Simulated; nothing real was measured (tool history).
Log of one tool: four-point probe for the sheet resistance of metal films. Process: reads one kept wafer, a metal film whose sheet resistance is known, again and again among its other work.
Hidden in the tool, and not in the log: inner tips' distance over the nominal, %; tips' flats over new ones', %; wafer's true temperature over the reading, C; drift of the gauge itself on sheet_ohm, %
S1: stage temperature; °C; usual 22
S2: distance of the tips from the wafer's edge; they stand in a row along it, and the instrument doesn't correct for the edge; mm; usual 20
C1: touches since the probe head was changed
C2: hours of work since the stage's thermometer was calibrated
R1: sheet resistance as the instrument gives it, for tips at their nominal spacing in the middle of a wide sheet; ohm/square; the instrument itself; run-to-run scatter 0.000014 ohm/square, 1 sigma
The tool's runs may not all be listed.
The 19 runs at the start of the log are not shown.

run,hour,S1,S2,C1,C2,R1
20,1391.8,22,65,4607,493,0.068976
21,1476.9,22,65,7774,558,0.068978
22,1547.0,22,65,10384,612,0.068994
23,1602.0,33,20,12433,654,0.068756
24,1678.6,33,20,15288,713,0.068785
25,1763.7,23,35,18454,778,0.069061
26,1806.0,30,4,20029,811,0.072312
27,1870.7,22,12,22441,860,0.069472
28,1926.5,28,34,24519,903,0.068916
29,1978.1,28,35,26440,943,0.068923
30,2029.6,28,35,28359,982,0.068944
31,2086.3,31,10,30469,1026,0.069398
32,2152.4,18,4,32930,1076,0.072864
33,2218.9,22,10,35407,1127,0.069791
34,2263.3,22,5,37059,1161,0.071514
35,2338.1,22,5,39846,1219,0.071517
36,2386.7,22,49,41657,1256,0.069221
37,2428.7,32,22,43219,1288,0.068998
38,2476.1,32,22,44982,1324,0.068993
39,2555.6,21,8,47943,1385,0.070240
40,2637.1,19,4,50979,1448,0.072952
41,2679.2,27,7,52548,1480,0.070322
42,2734.5,22,30,54606,1523,0.069357
43,2810.1,22,30,57422,1581,0.069391
44,2901.0,21,37,60806,1650,0.069423

Predict each of these 5 candidate next runs independently; none follows another, all start after run 44:
A,2987.1,26,17,64011,1716,?
B,2987.1,22,33,64011,1716,?
C,2987.1,29,62,64011,1716,?
D,2987.1,19,71,64011,1716,?
E,2987.1,20,17,64011,1716,?

run,R1
A,0.069431
B,0.069427
C,0.069148
D,0.069484
E,0.069697
The same runs, with their run-to-run variation unchanged, on a tool lacking any hidden condition would have given:
run,R1
A,0.069086
B,0.069082
C,0.068805
D,0.069138
E,0.069350

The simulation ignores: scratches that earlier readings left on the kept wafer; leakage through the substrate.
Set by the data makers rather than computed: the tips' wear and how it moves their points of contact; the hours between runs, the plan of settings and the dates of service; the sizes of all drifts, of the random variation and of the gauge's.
